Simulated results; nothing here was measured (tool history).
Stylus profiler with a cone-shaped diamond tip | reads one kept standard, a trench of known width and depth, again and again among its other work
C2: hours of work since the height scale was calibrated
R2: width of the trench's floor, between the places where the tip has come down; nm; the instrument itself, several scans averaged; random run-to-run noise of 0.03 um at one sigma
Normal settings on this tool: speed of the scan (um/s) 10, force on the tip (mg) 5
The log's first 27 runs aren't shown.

{"run": 28, "hour": 1142.0, "speed of the scan (um/s)": 28, "force on the tip (mg)": 2.46, "scans with this tip": 14143, "C2": 254, "depth of the trench (Å)": 10061.4, "R2": 44150}
{"run": 29, "hour": 1172.0, "speed of the scan (um/s)": 2, "force on the tip (mg)": 3.17, "scans with this tip": 14398, "C2": 275, "depth of the trench (Å)": 10074.4, "R2": 44300}
{"run": 30, "hour": 1208.7, "speed of the scan (um/s)": 24, "force on the tip (mg)": 2.06, "scans with this tip": 14709, "C2": 300, "depth of the trench (Å)": 10053.8, "R2": 44090}
{"run": 31, "hour": 1241.1, "speed of the scan (um/s)": 24, "force on the tip (mg)": 8.51, "scans with this tip": 14985, "C2": 322, "depth of the trench (Å)": 10150.3, "R2": 44160}
{"run": 32, "hour": 1266.2, "speed of the scan (um/s)": 4, "force on the tip (mg)": 9.26, "scans with this tip": 15199, "C2": 339, "depth of the trench (Å)": 10158.6, "R2": 44130}
{"run": 33, "hour": 1316.7, "speed of the scan (um/s)": 10, "force on the tip (mg)": 6.71, "scans with this tip": 15628, "C2": 374, "depth of the trench (Å)": 10125.6, "R2": 44100}
{"run": 34, "hour": 1347.6, "speed of the scan (um/s)": 2, "force on the tip (mg)": 1.97, "scans with this tip": 15890, "C2": 395, "depth of the trench (Å)": 10049.8, "R2": 44020}
{"run": 35, "hour": 1384.5, "speed of the scan (um/s)": 2, "force on the tip (mg)": 7.74, "scans with this tip": 16204, "C2": 420, "depth of the trench (Å)": 10136.5, "R2": 44020}
{"run": 36, "hour": 1414.3, "speed of the scan (um/s)": 2, "force on the tip (mg)": 7.74, "scans with this tip": 16458, "C2": 440, "depth of the trench (Å)": 10138.1, "R2": 43990}
{"run": 37, "hour": 1440.0, "speed of the scan (um/s)": 6, "force on the tip (mg)": 8.67, "scans with this tip": 16677, "C2": 458, "depth of the trench (Å)": 10149.8, "R2": 43910}
{"run": 38, "hour": 1467.2, "speed of the scan (um/s)": 38, "force on the tip (mg)": 8.67, "scans with this tip": 16908, "C2": 476, "depth of the trench (Å)": 10148.9, "R2": 43820}
{"run": 39, "hour": 1495.4, "speed of the scan (um/s)": 6, "force on the tip (mg)": 4, "scans with this tip": 17147, "C2": 496, "depth of the trench (Å)": 10082.9, "R2": 43900}
{"run": 40, "hour": 1523.7, "speed of the scan (um/s)": 6, "force on the tip (mg)": 6.82, "scans with this tip": 17388, "C2": 515, "depth of the trench (Å)": 10120.8, "R2": 43880}
{"run": 41, "hour": 1558.0, "speed of the scan (um/s)": 6, "force on the tip (mg)": 6.82, "scans with this tip": 17680, "C2": 538, "depth of the trench (Å)": 10126, "R2": 43880}
{"run": 42, "hour": 1597.4, "speed of the scan (um/s)": 2, "force on the tip (mg)": 4.55, "scans with this tip": 18015, "C2": 565, "depth of the trench (Å)": 10089.9, "R2": 43840}
{"run": 43, "hour": 1647.1, "speed of the scan (um/s)": 9, "force on the tip (mg)": 5.82, "scans with this tip": 18437, "C2": 599, "depth of the trench (Å)": 10109.7, "R2": 43720}
{"run": 44, "hour": 1685.1, "speed of the scan (um/s)": 9, "force on the tip (mg)": 5.82, "scans with this tip": 18761, "C2": 625, "depth of the trench (Å)": 10109.1, "R2": 43690}
{"run": 45, "hour": 1711.7, "speed of the scan (um/s)": 10, "force on the tip (mg)": 9.72, "scans with this tip": 18987, "C2": 643, "depth of the trench (Å)": 10158, "R2": 43680}
{"run": 46, "hour": 1769.2, "speed of the scan (um/s)": 10, "force on the tip (mg)": 9.72, "scans with this tip": 19476, "C2": 683, "depth of the trench (Å)": 10159.5, "R2": 43620}
{"run": 47, "hour": 1825.6, "speed of the scan (um/s)": 3, "force on the tip (mg)": 2.3, "scans with this tip": 19956, "C2": 721, "depth of the trench (Å)": 10053.1, "R2": 43540}

3 options for the next run, each taken on its own from the tool as it stands now. Forecast them:
{"run": "A", "hour": 1866.0, "speed of the scan (um/s)": 10, "force on the tip (mg)": 10.5, "scans with this tip": 20299, "C2": 749, "depth of the trench (Å)": "?", "R2": "?"}
{"run": "B", "hour": 1866.0, "speed of the scan (um/s)": 10, "force on the tip (mg)": 2.3, "scans with this tip": 20299, "C2": 749, "depth of the trench (Å)": "?", "R2": "?"}
{"run": "C", "hour": 1866.0, "speed of the scan (um/s)": 10, "force on the tip (mg)": 7.51, "scans with this tip": 20299, "C2": 749, "depth of the trench (Å)": "?", "R2": "?"}

run=A depth_of_the_trench_(Å)=10165.3 R2=43560
run=B depth_of_the_trench_(Å)=10049.9 R2=43510
run=C depth_of_the_trench_(Å)=10130.2 R2=43540
Without the tool's hidden state the same runs would have given:
run=A depth_of_the_trench_(Å)=10180.5 R2=46530
run=B depth_of_the_trench_(Å)=10064.9 R2=46490
run=C depth_of_the_trench_(Å)=10145.3 R2=46510
